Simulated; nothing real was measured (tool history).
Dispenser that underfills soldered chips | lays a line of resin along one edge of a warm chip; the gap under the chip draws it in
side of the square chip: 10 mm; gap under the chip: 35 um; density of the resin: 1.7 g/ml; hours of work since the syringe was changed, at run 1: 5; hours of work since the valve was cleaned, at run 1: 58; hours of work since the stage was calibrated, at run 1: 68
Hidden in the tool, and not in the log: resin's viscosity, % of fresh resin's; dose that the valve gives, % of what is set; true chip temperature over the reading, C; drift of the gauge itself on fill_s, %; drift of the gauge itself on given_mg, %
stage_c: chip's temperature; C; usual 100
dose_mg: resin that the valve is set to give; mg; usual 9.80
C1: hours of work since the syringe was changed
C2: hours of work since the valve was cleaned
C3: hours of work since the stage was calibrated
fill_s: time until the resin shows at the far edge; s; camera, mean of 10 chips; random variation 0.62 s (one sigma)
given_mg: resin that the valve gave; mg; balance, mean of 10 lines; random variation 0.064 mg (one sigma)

{"run": 1, "hour": 0.0, "stage_c": 100, "dose_mg": 9.8, "C1": 5, "C2": 58, "C3": 68, "fill_s": 71.9, "given_mg": 9.44}
{"run": 2, "hour": 4.6, "stage_c": 97, "dose_mg": 9.8, "C1": 8, "C2": 62, "C3": 71, "fill_s": 95.6, "given_mg": 9.22}
{"hour": 10.2, "done": "new syringe of resin"}
{"run": 3, "hour": 10.4, "stage_c": 97, "dose_mg": 9.8, "C1": 0, "C2": 65, "C3": 75, "fill_s": 60.7, "given_mg": 9.26}
{"run": 4, "hour": 13.9, "stage_c": 97, "dose_mg": 9.8, "C1": 3, "C2": 68, "C3": 77, "fill_s": 70.6, "given_mg": 9.23}
{"run": 5, "hour": 20.3, "stage_c": 97, "dose_mg": 9.8, "C1": 7, "C2": 72, "C3": 82, "fill_s": 90.4, "given_mg": 9.14}
{"run": 6, "hour": 24.0, "stage_c": 97, "dose_mg": 9.8, "C1": 9, "C2": 75, "C3": 84, "fill_s": 105.8, "given_mg": 9.23}
{"hour": 27.2, "done": "new syringe of resin"}
{"run": 7, "hour": 31.1, "stage_c": 97, "dose_mg": 9.8, "C1": 3, "C2": 79, "C3": 89, "fill_s": 70.5, "given_mg": 9.06}
{"run": 8, "hour": 37.0, "stage_c": 100, "dose_mg": 9.92, "C1": 7, "C2": 83, "C3": 93, "fill_s": 81.9, "given_mg": 9.37}
{"hour": 44.4, "done": "new syringe of resin"}
{"run": 9, "hour": 44.6, "stage_c": 100, "dose_mg": 9.92, "C1": 0, "C2": 88, "C3": 98, "fill_s": 55.6, "given_mg": 9.21}
{"run": 10, "hour": 50.0, "stage_c": 100, "dose_mg": 9.92, "C1": 4, "C2": 92, "C3": 101, "fill_s": 69.8, "given_mg": 9.16}
{"run": 11, "hour": 54.0, "stage_c": 100, "dose_mg": 9.92, "C1": 7, "C2": 95, "C3": 104, "fill_s": 81.4, "given_mg": 9.14}
{"run": 12, "hour": 60.7, "stage_c": 100, "dose_mg": 10.44, "C1": 11, "C2": 99, "C3": 109, "fill_s": 107.0, "given_mg": 9.54}
{"hour": 61.7, "done": "new syringe of resin"}
{"run": 13, "hour": 67.1, "stage_c": 100, "dose_mg": 10.44, "C1": 4, "C2": 103, "C3": 113, "fill_s": 70.0, "given_mg": 9.53}
{"run": 14, "hour": 72.9, "stage_c": 86, "dose_mg": 10.44, "C1": 8, "C2": 107, "C3": 117, "fill_s": 137.4, "given_mg": 9.59}
{"run": 15, "hour": 75.9, "stage_c": 100, "dose_mg": 9.59, "C1": 10, "C2": 109, "C3": 119, "fill_s": 99.6, "given_mg": 8.64}
{"hour": 78.9, "done": "new syringe of resin"}
{"run": 16, "hour": 82.1, "stage_c": 114, "dose_mg": 9.8, "C1": 2, "C2": 113, "C3": 123, "fill_s": 41.6, "given_mg": 8.82}
{"run": 17, "hour": 85.4, "stage_c": 114, "dose_mg": 9.8, "C1": 4, "C2": 116, "C3": 125, "fill_s": 47.6, "given_mg": 8.8}
{"run": 18, "hour": 92.2, "stage_c": 114, "dose_mg": 9.8, "C1": 9, "C2": 120, "C3": 130, "fill_s": 62.2, "given_mg": 8.81}
{"hour": 96.0, "done": "new syringe of resin"}
{"run": 19, "hour": 97.2, "stage_c": 105, "dose_mg": 9.8, "C1": 1, "C2": 123, "C3": 133, "fill_s": 50.0, "given_mg": 8.79}
{"hour": 100.0, "done": "dispensing valve cleaned and set on the balance"}
{"run": 20, "hour": 104.0, "stage_c": 100, "dose_mg": 12.04, "C1": 5, "C2": 3, "C3": 137, "fill_s": 71.4, "given_mg": 11.97}
{"run": 21, "hour": 107.2, "stage_c": 86, "dose_mg": 9.53, "C1": 7, "C2": 5, "C3": 139, "fill_s": 130.7, "given_mg": 9.43}
{"run": 22, "hour": 110.5, "stage_c": 85, "dose_mg": 11.1, "C1": 9, "C2": 7, "C3": 141, "fill_s": 156.3, "given_mg": 11.05}
{"hour": 114.3, "done": "new syringe of resin"}
{"run": 23, "hour": 117.6, "stage_c": 114, "dose_mg": 9.8, "C1": 2, "C2": 12, "C3": 146, "fill_s": 40.1, "given_mg": 9.63}
{"run": 24, "hour": 124.6, "stage_c": 114, "dose_mg": 8.35, "C1": 7, "C2": 17, "C3": 151, "fill_s": 54.4, "given_mg": 8.26}
{"run": 25, "hour": 130.9, "stage_c": 90, "dose_mg": 8.35, "C1": 11, "C2": 21, "C3": 155, "fill_s": 153.1, "given_mg": 8.11}
{"hour": 131.6, "done": "new syringe of resin"}
{"run": 26, "hour": 134.4, "stage_c": 108, "dose_mg": 10.79, "C1": 2, "C2": 23, "C3": 157, "fill_s": 48.6, "given_mg": 10.62}
{"run": 27, "hour": 139.0, "stage_c": 108, "dose_mg": 8.57, "C1": 5, "C2": 26, "C3": 160, "fill_s": 60.1, "given_mg": 8.23}
{"run": 28, "hour": 144.2, "stage_c": 110, "dose_mg": 9.08, "C1": 9, "C2": 30, "C3": 164, "fill_s": 70.2, "given_mg": 8.94}
{"hour": 148.8, "done": "new syringe of resin"}
{"run": 29, "hour": 151.5, "stage_c": 99, "dose_mg": 9.35, "C1": 2, "C2": 34, "C3": 169, "fill_s": 65.0, "given_mg": 9.14}
{"run": 30, "hour": 154.7, "stage_c": 110, "dose_mg": 10.23, "C1": 4, "C2": 37, "C3": 171, "fill_s": 52.5, "given_mg": 9.94}
{"run": 31, "hour": 158.5, "stage_c": 100, "dose_mg": 11.46, "C1": 7, "C2": 39, "C3": 173, "fill_s": 82.3, "given_mg": 11.1}
{"hour": 165.8, "done": "new syringe of resin"}
{"run": 32, "hour": 165.8, "stage_c": 113, "dose_mg": 9.82, "C1": 0, "C2": 44, "C3": 178, "fill_s": 36.4, "given_mg": 9.38}
{"run": 33, "hour": 169.2, "stage_c": 88, "dose_mg": 12.24, "C1": 2, "C2": 46, "C3": 180, "fill_s": 96.2, "given_mg": 11.73}
{"run": 34, "hour": 173.0, "stage_c": 96, "dose_mg": 12.44, "C1": 5, "C2": 49, "C3": 183, "fill_s": 82.4, "given_mg": 11.94}
{"run": 35, "hour": 178.8, "stage_c": 98, "dose_mg": 8.72, "C1": 9, "C2": 53, "C3": 187, "fill_s": 102.2, "given_mg": 8.24}

Forecast each of these 5 alternatives for the next run:
{"hour": 182.8, "done": "new syringe of resin"}
{"run": "A", "hour": 185.0, "stage_c": 89, "dose_mg": 10.55, "C1": 1, "C2": 57, "C3": 191, "fill_s": "?", "given_mg": "?"}
{"hour": 182.8, "done": "new syringe of resin"}
{"run": "B", "hour": 185.0, "stage_c": 87, "dose_mg": 9.23, "C1": 1, "C2": 57, "C3": 191, "fill_s": "?", "given_mg": "?"}
{"hour": 182.8, "done": "new syringe of resin"}
{"run": "C", "hour": 185.0, "stage_c": 87, "dose_mg": 12.06, "C1": 1, "C2": 57, "C3": 191, "fill_s": "?", "given_mg": "?"}
{"hour": 182.8, "done": "new syringe of resin"}
{"run": "D", "hour": 185.0, "stage_c": 105, "dose_mg": 8.61, "C1": 1, "C2": 57, "C3": 191, "fill_s": "?", "given_mg": "?"}
{"hour": 182.8, "done": "new syringe of resin"}
{"run": "E", "hour": 185.0, "stage_c": 86, "dose_mg": 8.72, "C1": 1, "C2": 57, "C3": 191, "fill_s": "?", "given_mg": "?"}

run=A fill_s=88.5 given_mg=10.06
run=B fill_s=96.6 given_mg=8.81
run=C fill_s=94.9 given_mg=11.49
run=D fill_s=54.1 given_mg=8.14
run=E fill_s=98.6 given_mg=8.29
Without the tool's hidden state the same runs would have given:
run=A fill_s=77.9 given_mg=10.60
run=B fill_s=84.6 given_mg=9.28
run=C fill_s=83.6 given_mg=12.10
run=D fill_s=47.5 given_mg=8.58
run=E fill_s=86.0 given_mg=8.73

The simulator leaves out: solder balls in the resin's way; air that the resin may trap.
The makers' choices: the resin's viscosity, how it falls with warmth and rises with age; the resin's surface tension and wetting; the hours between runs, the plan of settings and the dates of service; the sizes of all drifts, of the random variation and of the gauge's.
